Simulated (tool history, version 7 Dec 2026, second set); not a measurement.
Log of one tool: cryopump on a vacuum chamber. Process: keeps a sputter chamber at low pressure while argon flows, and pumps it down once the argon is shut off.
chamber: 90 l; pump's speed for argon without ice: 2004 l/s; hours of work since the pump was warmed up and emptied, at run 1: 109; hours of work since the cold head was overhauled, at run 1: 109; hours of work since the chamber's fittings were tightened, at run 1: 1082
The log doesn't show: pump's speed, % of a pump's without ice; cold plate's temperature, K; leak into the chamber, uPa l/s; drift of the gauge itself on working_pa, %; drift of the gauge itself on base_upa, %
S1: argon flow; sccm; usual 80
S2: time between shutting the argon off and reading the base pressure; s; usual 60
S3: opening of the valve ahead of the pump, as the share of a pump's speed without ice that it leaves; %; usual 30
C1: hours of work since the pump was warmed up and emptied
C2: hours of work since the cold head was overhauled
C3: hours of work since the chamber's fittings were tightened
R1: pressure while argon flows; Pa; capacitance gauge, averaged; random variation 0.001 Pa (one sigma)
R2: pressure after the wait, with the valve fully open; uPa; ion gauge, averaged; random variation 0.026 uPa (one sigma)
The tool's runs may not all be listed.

run	hour	S1	S2	S3	C1	C2	C3	R1	R2
1	0.0	80	60	30	109	109	1082	0.2277	2.83
2	14.1	80	60	21	120	120	1094	0.3220	2.79
3	28.9	80	60	21	132	132	1105	0.3233	2.91
4	50.2	80	60	16	148	148	1122	0.4256	2.84
5	66.0	80	60	30	161	161	1135	0.2284	2.90
6	75.3	147	60	30	168	168	1142	0.4211	2.90
7	97.0	139	60	30	186	186	1159	0.3981	2.93
8	113.4	80	60	44	199	199	1172	0.1580	2.91
9	124.3	80	60	44	207	207	1181	0.1596	3.03
# hour 136.1: leaking fittings of the chamber tightened, without venting
10	145.8	80	60	44	223	223	8	0.1588	1.10
11	155.4	80	60	44	230	230	15	0.1594	1.12
12	177.0	80	60	44	247	247	32	0.1594	1.23
13	192.1	112	32	26	259	259	44	0.3721	2.13
14	202.3	80	115	49	268	268	53	0.1445	0.76
15	222.8	80	115	49	284	284	69	0.1450	0.80
16	235.1	52	91	15	294	294	78	0.2975	0.93
17	246.7	80	21	38	303	303	88	0.1844	3.08
18	263.3	94	30	20	316	316	101	0.4067	2.23
19	276.2	80	94	30	326	326	111	0.2336	0.97
20	286.7	80	94	30	335	335	119	0.2330	1.04
21	303.9	84	60	59	348	348	133	0.1303	1.37
22	317.4	84	60	59	359	359	144	0.1306	1.38
23	336.3	126	210	19	374	374	159	0.5769	0.71

The same runs without the tool's hidden state, with the same run-to-run variation:
run	R1	R2
1	0.2248	1.11
2	0.3188	1.09
3	0.3198	1.15
4	0.4217	1.10
5	0.2242	1.12
6	0.4131	1.11
7	0.3899	1.09
8	0.1529	1.07
9	0.1542	1.13
10	0.1531	1.06
11	0.1535	1.07
12	0.1531	1.15
13	0.3627	2.02
14	0.1376	0.64
15	0.1376	0.66
16	0.2926	0.78
17	0.1766	2.91
18	0.3971	2.03
19	0.2251	0.75
20	0.2243	0.80
21	0.1207	1.11
22	0.1206	1.10
23	0.5613	0.41
